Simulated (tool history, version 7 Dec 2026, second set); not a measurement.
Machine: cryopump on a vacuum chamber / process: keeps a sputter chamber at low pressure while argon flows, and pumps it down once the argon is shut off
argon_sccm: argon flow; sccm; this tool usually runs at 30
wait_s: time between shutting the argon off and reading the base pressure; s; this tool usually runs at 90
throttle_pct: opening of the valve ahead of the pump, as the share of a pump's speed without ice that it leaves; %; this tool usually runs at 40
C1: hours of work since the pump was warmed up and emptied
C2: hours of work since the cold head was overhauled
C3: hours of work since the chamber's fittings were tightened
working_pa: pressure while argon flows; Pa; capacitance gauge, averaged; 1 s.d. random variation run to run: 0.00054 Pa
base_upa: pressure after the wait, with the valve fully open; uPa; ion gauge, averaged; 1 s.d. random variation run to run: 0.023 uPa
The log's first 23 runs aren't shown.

Run 24, day 24.55: usual settings but argon_sccm 50 sccm, wait_s 252 s, throttle_pct 18 %; C1 109; C2 690; C3 1927. Result: working_pa 0.1998 Pa, base_upa 1.47 uPa.
Run 25, day 25.679: usual settings but argon_sccm 50 sccm, wait_s 24 s, throttle_pct 52 %; C1 128; C2 710; C3 1947. Result: working_pa 0.0717 Pa, base_upa 3.43 uPa.
Run 26, day 26.446: usual settings but throttle_pct 30 %; C1 141; C2 723; C3 1960. Result: working_pa 0.0725 Pa, base_upa 1.88 uPa.
Run 27, day 27.175: usual settings but argon_sccm 29 sccm, throttle_pct 53 %; C1 154; C2 735; C3 1972. Result: working_pa 0.0416 Pa, base_upa 1.95 uPa.
Run 28, day 28.654: usual settings but argon_sccm 29 sccm, wait_s 85 s, throttle_pct 53 %; C1 179; C2 761; C3 1997. Result: working_pa 0.041 Pa, base_upa 1.9 uPa.
Run 29, day 30: usual settings but wait_s 51 s, throttle_pct 47 %; C1 202; C2 784; C3 2020. Result: working_pa 0.0495 Pa, base_upa 2.47 uPa.
Run 30, day 31.083: usual settings but argon_sccm 37 sccm, wait_s 97 s; C1 221; C2 802; C3 2039. Result: working_pa 0.0687 Pa, base_upa 2.02 uPa.
Run 31, day 32.129: usual settings but argon_sccm 23 sccm, wait_s 97 s, throttle_pct 19 %; C1 239; C2 820; C3 2057. Result: working_pa 0.0888 Pa, base_upa 1.93 uPa.
Run 32, day 32.758: usual settings but argon_sccm 23 sccm, wait_s 45 s, throttle_pct 19 %; C1 249; C2 831; C3 2067. Result: working_pa 0.0887 Pa, base_upa 2.54 uPa.
Run 33, day 34.079: usual settings but argon_sccm 23 sccm, wait_s 45 s, throttle_pct 19 %; C1 272; C2 853; C3 2090. Result: working_pa 0.0876 Pa, base_upa 2.73 uPa.

What if the next run were any one of these 3? Each begins from the tool's condition after run 33:
Run A, day 35.029: usual settings but argon_sccm 43 sccm, wait_s 183 s, throttle_pct 26 %; C1 288; C2 869; C3 2106. Result: working_pa ?, base_upa ?.
Run B, day 35.029: usual settings but argon_sccm 23 sccm, wait_s 106 s, throttle_pct 19 %; C1 288; C2 869; C3 2106. Result: working_pa ?, base_upa ?.
Run C, day 35.029: usual settings but argon_sccm 28 sccm, throttle_pct 15 %; C1 288; C2 869; C3 2106. Result: working_pa ?, base_upa ?.

run  working_pa  base_upa
  A      0.1245      1.81
  B      0.0885      2.07
  C      0.1365      2.09
Without the tool's hidden state the same runs would have given:
run  working_pa  base_upa
  A      0.1181       0.4
  B      0.0851      0.64
  C      0.1324      0.68
